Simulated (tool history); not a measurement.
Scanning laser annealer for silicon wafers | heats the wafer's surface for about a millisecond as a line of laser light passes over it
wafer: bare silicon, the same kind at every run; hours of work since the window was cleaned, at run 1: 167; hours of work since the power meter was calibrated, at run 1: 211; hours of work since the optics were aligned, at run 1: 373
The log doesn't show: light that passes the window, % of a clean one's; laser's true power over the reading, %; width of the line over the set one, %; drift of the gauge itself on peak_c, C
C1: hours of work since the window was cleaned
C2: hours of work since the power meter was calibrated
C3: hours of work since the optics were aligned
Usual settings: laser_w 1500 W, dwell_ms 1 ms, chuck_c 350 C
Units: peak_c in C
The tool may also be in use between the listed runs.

run 1 hour=0 | laser_w=1500 dwell_ms=1 chuck_c=350 | C1=167 C2=211 C3=373 | peak_c=1072
run 2 hour=32.4 | laser_w=1500 dwell_ms=1 chuck_c=350 | C1=181 C2=225 C3=387 | peak_c=1072
run 3 hour=70 | laser_w=1500 dwell_ms=1 chuck_c=350 | C1=197 C2=241 C3=403 | peak_c=1073
run 4 hour=135.7 | laser_w=1500 dwell_ms=1 chuck_c=350 | C1=225 C2=269 C3=431 | peak_c=1070
run 5 hour=173 | laser_w=1500 dwell_ms=1 chuck_c=350 | C1=242 C2=286 C3=448 | peak_c=1070
run 6 hour=236.8 | laser_w=1500 dwell_ms=1 chuck_c=350 | C1=269 C2=313 C3=475 | peak_c=1068
run 7 hour=274.1 | laser_w=1500 dwell_ms=1 chuck_c=366 | C1=285 C2=329 C3=491 | peak_c=1086
run 8 hour=321.1 | laser_w=1500 dwell_ms=1 chuck_c=366 | C1=306 C2=349 C3=511 | peak_c=1081
run 9 hour=378.1 | laser_w=1500 dwell_ms=1 chuck_c=366 | C1=330 C2=374 C3=536 | peak_c=1081
run 10 hour=433.4 | laser_w=1500 dwell_ms=1 chuck_c=366 | C1=354 C2=398 C3=560 | peak_c=1081
run 11 hour=468.5 | laser_w=1500 dwell_ms=1 chuck_c=366 | C1=369 C2=413 C3=575 | peak_c=1078
run 12 hour=508.1 | laser_w=1426 dwell_ms=1 chuck_c=350 | C1=386 C2=430 C3=592 | peak_c=1022
run 13 hour=572.4 | laser_w=1395 dwell_ms=1 chuck_c=350 | C1=414 C2=458 C3=620 | peak_c=1005
run 14 hour=615 | laser_w=1395 dwell_ms=1 chuck_c=350 | C1=432 C2=476 C3=638 | peak_c=1006
run 15 hour=680.1 | laser_w=1542 dwell_ms=0.81 chuck_c=327 | C1=461 C2=504 C3=666 | peak_c=974
run 16 hour=737.9 | laser_w=1542 dwell_ms=0.91 chuck_c=377 | C1=485 C2=529 C3=691 | peak_c=1076
run 17 hour=803.9 | laser_w=1542 dwell_ms=0.91 chuck_c=377 | C1=514 C2=558 C3=720 | peak_c=1070
run 18 hour=857.4 | laser_w=1542 dwell_ms=0.75 chuck_c=313 | C1=537 C2=581 C3=743 | peak_c=931

Run 19 comes next. What will it give?
run 19 hour=919.7 | laser_w=1542 dwell_ms=1.19 chuck_c=345 | C1=564 C2=608 C3=770 | peak_c=?

Run 19 gave peak_c 1157 C.
Without the tool's hidden state the same run would have given peak_c 1177 C.

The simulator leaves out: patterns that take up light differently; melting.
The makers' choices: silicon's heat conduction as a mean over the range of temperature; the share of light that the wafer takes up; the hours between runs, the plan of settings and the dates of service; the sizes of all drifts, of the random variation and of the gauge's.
